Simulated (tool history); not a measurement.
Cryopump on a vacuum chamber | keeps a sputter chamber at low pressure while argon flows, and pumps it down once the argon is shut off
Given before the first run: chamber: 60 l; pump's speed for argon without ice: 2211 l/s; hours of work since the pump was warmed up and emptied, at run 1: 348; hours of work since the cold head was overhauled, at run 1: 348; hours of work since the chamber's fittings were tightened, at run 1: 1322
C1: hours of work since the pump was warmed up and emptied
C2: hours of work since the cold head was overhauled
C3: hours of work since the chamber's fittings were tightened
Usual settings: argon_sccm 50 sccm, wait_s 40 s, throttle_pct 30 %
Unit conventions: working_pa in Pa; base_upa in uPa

Run 1, hour 0.0: usual settings; C1 348; C2 348; C3 1322. Result: working_pa 0.1342 Pa, base_upa 1.45 uPa.
Run 2, hour 51.1: usual settings but wait_s 206 s; C1 387; C2 387; C3 1361. Result: working_pa 0.1351 Pa, base_upa 0.90 uPa.
Run 3, hour 84.0: usual settings; C1 411; C2 411; C3 1385. Result: working_pa 0.1351 Pa, base_upa 1.54 uPa.
Run 4, hour 129.8: usual settings but argon_sccm 29 sccm; C1 446; C2 446; C3 1420. Result: working_pa 0.0798 Pa, base_upa 1.58 uPa.
Run 5, hour 173.9: usual settings but wait_s 89 s; C1 479; C2 479; C3 1453. Result: working_pa 0.1382 Pa, base_upa 1.15 uPa.
Run 6, hour 211.2: usual settings; C1 507; C2 507; C3 1480. Result: working_pa 0.1385 Pa, base_upa 1.65 uPa.
Run 7, hour 235.7: usual settings but argon_sccm 22 sccm; C1 525; C2 525; C3 1499. Result: working_pa 0.0605 Pa, base_upa 1.63 uPa.
Run 8, hour 271.5: usual settings but argon_sccm 22 sccm; C1 552; C2 552; C3 1526. Result: working_pa 0.0619 Pa, base_upa 1.67 uPa.
At hour 282.0: leaking fittings of the chamber tightened, without venting.
Run 9, hour 314.2: usual settings but argon_sccm 22 sccm; C1 582; C2 582; C3 24. Result: working_pa 0.0627 Pa, base_upa 0.98 uPa.
Run 10, hour 358.7: usual settings but argon_sccm 25 sccm; C1 616; C2 616; C3 57. Result: working_pa 0.0706 Pa, base_upa 1.02 uPa.
Run 11, hour 407.5: usual settings but wait_s 167 s; C1 652; C2 652; C3 94. Result: working_pa 0.1441 Pa, base_upa 0.40 uPa.
At hour 459.7: pump warmed up, emptied and cooled again.
Run 12, hour 465.8: usual settings but wait_s 167 s; C1 5; C2 692; C3 134. Result: working_pa 0.1281 Pa, base_upa 0.38 uPa.
Run 13, hour 497.4: usual settings but wait_s 167 s; C1 28; C2 716; C3 158. Result: working_pa 0.1278 Pa, base_upa 0.39 uPa.
Run 14, hour 540.7: usual settings; C1 61; C2 748; C3 190. Result: working_pa 0.1284 Pa, base_upa 1.02 uPa.
Run 15, hour 572.6: usual settings; C1 85; C2 772; C3 214. Result: working_pa 0.1291 Pa, base_upa 1.03 uPa.
Run 16, hour 621.5: usual settings; C1 121; C2 809; C3 251. Result: working_pa 0.1303 Pa, base_upa 1.04 uPa.
Run 17, hour 676.2: usual settings; C1 162; C2 850; C3 292. Result: working_pa 0.1301 Pa, base_upa 1.04 uPa.
Run 18, hour 711.4: usual settings but argon_sccm 74 sccm, wait_s 50 s; C1 189; C2 876; C3 318. Result: working_pa 0.1940 Pa, base_upa 0.95 uPa.
Run 19, hour 751.6: usual settings but argon_sccm 74 sccm, throttle_pct 37 %; C1 219; C2 906; C3 348. Result: working_pa 0.1592 Pa, base_upa 1.09 uPa.
Run 20, hour 777.4: usual settings but argon_sccm 39 sccm, wait_s 56 s, throttle_pct 26 %; C1 238; C2 926; C3 367. Result: working_pa 0.1187 Pa, base_upa 0.85 uPa.
Run 21, hour 808.2: usual settings but argon_sccm 49 sccm, wait_s 39 s; C1 261; C2 949; C3 391. Result: working_pa 0.1306 Pa, base_upa 1.11 uPa.
Run 22, hour 855.1: usual settings but argon_sccm 21 sccm, wait_s 32 s; C1 296; C2 984; C3 426. Result: working_pa 0.0556 Pa, base_upa 1.35 uPa.
Run 23, hour 903.3: usual settings but argon_sccm 21 sccm, wait_s 32 s; C1 332; C2 1020; C3 462. Result: working_pa 0.0555 Pa, base_upa 1.29 uPa.
Run 24, hour 938.1: usual settings but argon_sccm 22 sccm, wait_s 128 s, throttle_pct 44 %; C1 358; C2 1046; C3 488. Result: working_pa 0.0408 Pa, base_upa 0.62 uPa.
Run 25, hour 987.4: usual settings but argon_sccm 89 sccm, throttle_pct 28 %; C1 395; C2 1083; C3 525. Result: working_pa 0.2553 Pa, base_upa 1.19 uPa.
Run 26, hour 1010.3: usual settings but argon_sccm 29 sccm, wait_s 22 s, throttle_pct 36 %; C1 412; C2 1100; C3 542. Result: working_pa 0.0670 Pa, base_upa 1.87 uPa.
Run 27, hour 1038.9: usual settings but argon_sccm 59 sccm, wait_s 22 s, throttle_pct 19 %; C1 434; C2 1122; C3 563. Result: working_pa 0.2480 Pa, base_upa 1.86 uPa.
Run 28, hour 1078.0: usual settings but wait_s 79 s; C1 463; C2 1151; C3 593. Result: working_pa 0.1380 Pa, base_upa 0.81 uPa.
Run 29, hour 1109.2: usual settings but argon_sccm 37 sccm, wait_s 262 s, throttle_pct 41 %; C1 487; C2 1174; C3 616. Result: working_pa 0.0755 Pa, base_upa 0.55 uPa.
Run 30, hour 1143.1: usual settings but wait_s 32 s, throttle_pct 17 %; C1 512; C2 1200; C3 641. Result: working_pa 0.2356 Pa, base_upa 1.46 uPa.
Run 31, hour 1193.4: usual settings but argon_sccm 60 sccm, throttle_pct 26 %; C1 550; C2 1237; C3 679. Result: working_pa 0.1904 Pa, base_upa 1.25 uPa.
Run 32, hour 1222.2: usual settings but argon_sccm 47 sccm, wait_s 67 s, throttle_pct 28 %; C1 571; C2 1259; C3 701. Result: working_pa 0.1392 Pa, base_upa 0.91 uPa.
Run 33, hour 1252.1: usual settings but argon_sccm 31 sccm, wait_s 67 s, throttle_pct 28 %; C1 594; C2 1281; C3 723. Result: working_pa 0.0921 Pa, base_upa 0.96 uPa.

Per-run results on a tool with no hidden state, each run keeping its own random variation:
What the log doesn't record here: pump's speed, % of a pump's without ice; cold plate's temperature, K; leak into the chamber, uPa l/s; drift of the gauge itself on working_pa, %; drift of the gauge itself on base_upa, %.
run  working_pa  base_upa
  1      0.1269      0.93
  2      0.1268      0.35
  3      0.1263      0.97
  4      0.0741      0.98
  5      0.1275      0.53
  6      0.1270      1.00
  7      0.0552      0.97
  8      0.0562      0.98
  9      0.0567      0.92
 10      0.0633      0.94
 11      0.1282      0.30
 12      0.1278      0.33
 13      0.1271      0.33
 14      0.1272      0.95
 15      0.1274      0.95
 16      0.1280      0.94
 17      0.1270      0.93
 18      0.1888      0.83
 19      0.1532      0.96
 20      0.1153      0.71
 21      0.1258      0.96
 22      0.0533      1.18
 23      0.0529      1.11
 24      0.0378      0.42
 25      0.2416      0.98
 26      0.0622      1.64
 27      0.2377      1.62
 28      0.1286      0.56
 29      0.0681      0.28
 30      0.2249      1.18
 31      0.1764      0.96
 32      0.1278      0.59
 33      0.0842      0.63
